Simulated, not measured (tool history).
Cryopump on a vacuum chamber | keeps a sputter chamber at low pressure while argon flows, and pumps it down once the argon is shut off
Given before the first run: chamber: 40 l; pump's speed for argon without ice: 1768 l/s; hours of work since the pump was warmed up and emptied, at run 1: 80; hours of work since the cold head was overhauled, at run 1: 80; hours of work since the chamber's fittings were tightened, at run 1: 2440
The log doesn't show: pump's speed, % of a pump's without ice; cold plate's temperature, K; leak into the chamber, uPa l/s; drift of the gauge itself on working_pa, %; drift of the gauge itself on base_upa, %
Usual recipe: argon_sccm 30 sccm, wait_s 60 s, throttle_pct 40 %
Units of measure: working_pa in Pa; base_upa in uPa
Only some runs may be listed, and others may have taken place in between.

| run | hour | argon_sccm | wait_s | throttle_pct | hours of work since the pump was warmed up and emptied | hours of work since the cold head was overhauled | hours of work since the chamber's fittings were tightened | working_pa | base_upa |
|---|---|---|---|---|---|---|---|---|---|
| 1 | 0 | 30 | 60 | 40 | 80 | 80 | 2440 | 0.0723 | 2.1 |
| 2 | 15.7 | 30 | 60 | 40 | 88 | 88 | 2449 | 0.072 | 2.19 |
| 3 | 30.6 | 30 | 60 | 40 | 97 | 97 | 2457 | 0.073 | 2.1 |
| 4 | 38.6 | 30 | 213 | 40 | 101 | 101 | 2462 | 0.0732 | 1.32 |
| 5 | 48.5 | 30 | 213 | 40 | 107 | 107 | 2467 | 0.0735 | 1.28 |
| 6 | 55.9 | 30 | 32 | 40 | 111 | 111 | 2471 | 0.0723 | 3.13 |
| 7 | 64.5 | 38 | 32 | 40 | 115 | 115 | 2476 | 0.0921 | 3.08 |
| 8 | 77.8 | 38 | 32 | 40 | 123 | 123 | 2483 | 0.0912 | 3.14 |
| 9 | 92.5 | 50 | 45 | 42 | 131 | 131 | 2492 | 0.1156 | 2.59 |
| 10 | 101.1 | 50 | 45 | 22 | 136 | 136 | 2496 | 0.2194 | 2.46 |
| 11 | 108.2 | 50 | 45 | 22 | 140 | 140 | 2500 | 0.2177 | 2.5 |
| 12 | 119 | 30 | 60 | 57 | 146 | 146 | 2506 | 0.0514 | 2.11 |
| 13 | 130.8 | 42 | 102 | 31 | 152 | 152 | 2513 | 0.1295 | 1.72 |
| 14 | 142.3 | 30 | 28 | 19 | 159 | 159 | 2519 | 0.1528 | 3.48 |

Each row is a separate what-if for the run after 14, all from the same tool condition, not one after another. Results?
| A | 154.2 | 13 | 157 | 35 | 165 | 165 | 2526 | ? | ? |
| B | 154.2 | 14 | 83 | 25 | 165 | 165 | 2526 | ? | ? |
| C | 154.2 | 60 | 290 | 23 | 165 | 165 | 2526 | ? | ? |

| run | working_pa | base_upa |
|---|---|---|
| A | 0.0357 | 1.48 |
| B | 0.0536 | 1.82 |
| C | 0.2509 | 1.26 |
Had the tool no hidden state, the same runs would have come out as:
| run | working_pa | base_upa |
|---|---|---|
| A | 0.0351 | 0.59 |
| B | 0.0529 | 0.96 |
| C | 0.2482 | 0.4 |
